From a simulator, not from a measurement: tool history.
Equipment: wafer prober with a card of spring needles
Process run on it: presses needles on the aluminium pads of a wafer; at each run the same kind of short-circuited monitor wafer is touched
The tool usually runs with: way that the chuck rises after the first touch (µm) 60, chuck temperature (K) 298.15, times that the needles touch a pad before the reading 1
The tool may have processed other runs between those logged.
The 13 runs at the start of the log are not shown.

run	hour	way that the chuck rises after the first touch (µm)	chuck temperature (K)	times that the needles touch a pad before the reading	resistance of one needle with its contact and lead (mohm)	way that a needle slides on the pad (µm)
# hour 656.7: tips cleaned on abrasive film
# hour 657.0: height of the first contact set anew
14	672.2	60	298.15	1	220	15.74
# hour 687.9: tips cleaned on abrasive film
# hour 716.9: tips cleaned on abrasive film
15	731.2	60	298.15	1	224	15.65
# hour 747.7: tips cleaned on abrasive film
# hour 776.5: tips cleaned on abrasive film
16	784.8	61	298.15	2	219	15.98
# hour 806.8: tips cleaned on abrasive film
17	822.0	64	326.15	1	224	16.76
# hour 838.9: tips cleaned on abrasive film
# hour 872.6: tips cleaned on abrasive film
18	885.2	41	378.15	2	246	10.71
# hour 900.5: tips cleaned on abrasive film
# hour 928.7: tips cleaned on abrasive film
19	932.7	59	303.15	1	218	15.44
# hour 958.6: tips cleaned on abrasive film
20	962.7	58	345.15	3	233	15.17
# hour 990.7: tips cleaned on abrasive film
21	1006.6	74	299.15	2	217	19.36
# hour 1022.7: tips cleaned on abrasive film
# hour 1051.8: tips cleaned on abrasive film
22	1066.8	74	299.15	2	217	19.30
# hour 1081.8: tips cleaned on abrasive film
23	1099.1	60	298.15	1	220	15.71
# hour 1110.2: tips cleaned on abrasive film
# hour 1139.6: tips cleaned on abrasive film
24	1147.5	72	315.15	1	220	18.80
# hour 1168.2: tips cleaned on abrasive film
# hour 1196.5: tips cleaned on abrasive film
# hour 1207.4: height of the first contact set anew
25	1211.8	61	307.15	2	220	15.95
# hour 1229.0: tips cleaned on abrasive film
# hour 1258.7: tips cleaned on abrasive film
26	1271.4	61	315.15	3	224	15.96
# hour 1286.6: tips cleaned on abrasive film
# hour 1317.6: tips cleaned on abrasive film
27	1332.2	61	315.15	3	221	15.88
# hour 1348.0: tips cleaned on abrasive film
# hour 1376.0: tips cleaned on abrasive film
28	1389.9	61	315.15	3	222	15.88
# hour 1408.1: tips cleaned on abrasive film
# hour 1439.7: tips cleaned on abrasive film
29	1450.8	61	315.15	3	226	15.94
# hour 1468.1: tips cleaned on abrasive film
# hour 1500.0: tips cleaned on abrasive film
30	1507.5	61	315.15	3	223	15.91

Below are 5 alternative next runs, each starting from the tool's condition after run 30. Predict each:
# hour 1530.7: tips cleaned on abrasive film
A	1545.4	61	315.15	3	?	?
# hour 1530.7: tips cleaned on abrasive film
B	1545.4	60	309.15	1	?	?
# hour 1530.7: tips cleaned on abrasive film
C	1545.4	61	323.15	3	?	?
# hour 1530.7: tips cleaned on abrasive film
D	1545.4	47	393.15	2	?	?
# hour 1530.7: tips cleaned on abrasive film
E	1545.4	61	322.15	3	?	?

run	resistance of one needle with its contact and lead (mohm)	way that a needle slides on the pad (µm)
A	223	15.93
B	222	15.61
C	225	15.90
D	245	12.22
E	225	15.83
Stripped of hidden state, with their random variation kept, the same runs would have yielded:
run	resistance of one needle with its contact and lead (mohm)	way that a needle slides on the pad (µm)
A	223	16.17
B	222	15.84
C	225	16.13
D	245	12.40
E	225	16.07
